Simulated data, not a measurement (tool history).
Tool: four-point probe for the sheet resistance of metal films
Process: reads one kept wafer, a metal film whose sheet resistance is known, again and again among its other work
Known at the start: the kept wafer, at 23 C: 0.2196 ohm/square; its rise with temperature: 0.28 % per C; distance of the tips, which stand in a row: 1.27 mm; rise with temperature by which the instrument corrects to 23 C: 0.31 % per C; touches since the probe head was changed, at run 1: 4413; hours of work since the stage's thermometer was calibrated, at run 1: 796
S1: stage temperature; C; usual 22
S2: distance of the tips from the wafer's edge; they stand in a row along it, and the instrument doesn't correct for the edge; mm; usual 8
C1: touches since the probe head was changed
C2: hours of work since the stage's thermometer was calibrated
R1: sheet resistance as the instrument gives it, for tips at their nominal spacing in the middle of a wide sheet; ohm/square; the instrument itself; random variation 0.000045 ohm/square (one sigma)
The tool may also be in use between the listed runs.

run	hour	S1	S2	C1	C2	R1
1	0	22	8	4413	796	0.222424
2	63.8	22	8	5635	827	0.222449
3	101	22	8	6348	846	0.22253
4	139.5	22	8	7084	865	0.222511
5	217.5	22	8	8578	904	0.222472
6	282.7	22	8	9827	937	0.222511
7	351.3	22	8	11140	971	0.222544
8	393.7	22	8	11952	992	0.222576
9	464.7	22	8	13311	1027	0.222576
10	538.7	24	8	14728	1064	0.222452
11	574.8	23	8	15420	1082	0.222515
12	610.6	20	8	16106	1100	0.222752
13	667.8	20	8	17201	1128	0.222758
14	704.1	20	8	17897	1147	0.222716
15	781.7	20	30	19383	1185	0.220003
16	843.3	22	8	20562	1216	0.222587
17	892.5	22	8	21504	1240	0.22259
18	959	22	8	22777	1274	0.222625
19	1042	22	8	24366	1315	0.222605
20	1109.1	23	8	25652	1348	0.222495
21	1185.2	23	8	27109	1386	0.222538
22	1236.7	22	8	28094	1412	0.222664
23	1284.6	22	4	29011	1436	0.230925
24	1323.1	24	26	29750	1455	0.219837
25	1372.6	24	26	30696	1480	0.219851
26	1449.9	19	43	32176	1518	0.220097
27	1515.8	19	43	33438	1551	0.220018
28	1566.9	19	43	34419	1577	0.220104
29	1648.7	24	3	35985	1617	0.238821
30	1718.2	30	3	37314	1652	0.238406
31	1757.4	22	16	38065	1672	0.220477
32	1804.5	28	8	38968	1695	0.222273
33	1847.3	23	62	39786	1716	0.219712
34	1920.2	23	9	41184	1753	0.222022
35	1967.9	30	4	42097	1776	0.230508
36	2015.2	30	4	43003	1800	0.230513
37	2078.9	19	20	44223	1832	0.220482
38	2153.3	31	24	45647	1869	0.219473
# hour 2179.1: stage's thermometer calibrated
39	2233.9	31	24	47180	27	0.219743
40	2290.1	31	24	48257	55	0.219762
41	2346	29	61	49327	83	0.219731
42	2415.6	26	4	50660	118	0.231066
43	2488.3	25	8	52051	154	0.222822
44	2532.6	25	8	52900	176	0.222873

Measured less the same run without the tool's hidden state. The same run-to-run variation is in both; the gauge's scatter may not be:
The hidden state here: inner tips' distance over the nominal, %; tips' flats over new ones', %; wafer's true temperature over the reading, C; drift of the gauge itself on sheet_ohm, %.
run	R1
1	-0.000152
2	-0.000143
3	-0.000138
4	-0.000133
5	-0.000122
6	-0.000113
7	-0.000102
8	-0.000098
9	-0.000087
10	-0.000076
11	-0.000071
12	-0.000067
13	-0.00006
14	-0.000055
15	-0.000044
16	-0.000035
17	-0.000028
18	-0.000018
19	-0.000008
20	+0.000002
21	+0.000012
22	+0.000019
23	+0.000025
24	+0.000031
25	+0.000037
26	+0.000046
27	+0.000054
28	+0.000061
29	+0.000079
30	+0.000092
31	+0.000088
32	+0.000099
33	+0.000101
34	+0.000113
35	+0.000129
36	+0.000135
37	+0.000132
38	+0.000148
39	+0.000391
40	+0.000399
41	+0.000406
42	+0.000435
43	+0.000432
44	+0.000438

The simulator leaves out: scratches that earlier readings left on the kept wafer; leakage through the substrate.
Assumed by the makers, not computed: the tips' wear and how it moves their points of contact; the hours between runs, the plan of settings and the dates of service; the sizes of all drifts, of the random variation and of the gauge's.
